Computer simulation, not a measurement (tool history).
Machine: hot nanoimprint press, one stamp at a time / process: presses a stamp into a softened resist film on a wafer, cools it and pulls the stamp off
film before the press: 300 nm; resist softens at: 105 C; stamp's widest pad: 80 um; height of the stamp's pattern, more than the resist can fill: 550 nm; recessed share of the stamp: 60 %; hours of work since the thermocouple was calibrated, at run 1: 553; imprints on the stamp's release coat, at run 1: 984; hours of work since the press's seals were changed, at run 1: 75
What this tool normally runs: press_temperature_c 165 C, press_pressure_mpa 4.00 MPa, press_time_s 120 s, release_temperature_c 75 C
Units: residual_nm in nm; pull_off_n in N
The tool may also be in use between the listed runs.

run,hour,press_temperature_c,press_pressure_mpa,press_time_s,release_temperature_c,hours of work since the thermocouple was calibrated,imprints on the stamp's release coat,hours of work since the press's seals were changed,residual_nm,pull_off_n
1,0.0,165,4.00,120,75,553,984,75,149.2,171
2,60.4,165,4.00,120,75,581,1201,103,150.4,169
# hour 100.9: plate thermocouple calibrated
3,106.5,165,4.00,199,75,3,1356,123,151.6,184
4,168.3,165,4.00,199,75,32,1578,152,150.7,188
5,211.7,165,4.00,120,72,52,1734,173,176.8,211
# hour 245.9: stamp cleaned and given a new release coat
6,256.1,165,4.00,120,72,70,37,191,174.7,153
7,322.8,165,4.00,120,72,101,276,222,173.6,161
8,359.8,157,4.00,83,75,119,409,239,258.7,156

Forecast run 9:
9,414.5,167,4.64,68,73,144,606,265,?,?

{"run 9": {"residual_nm": 175.2, "pull_off_n": 170}}
If the tool had no hidden condition, the same run with the same run-to-run variation would have returned residual_nm 179.5 nm, pull_off_n 152 N.
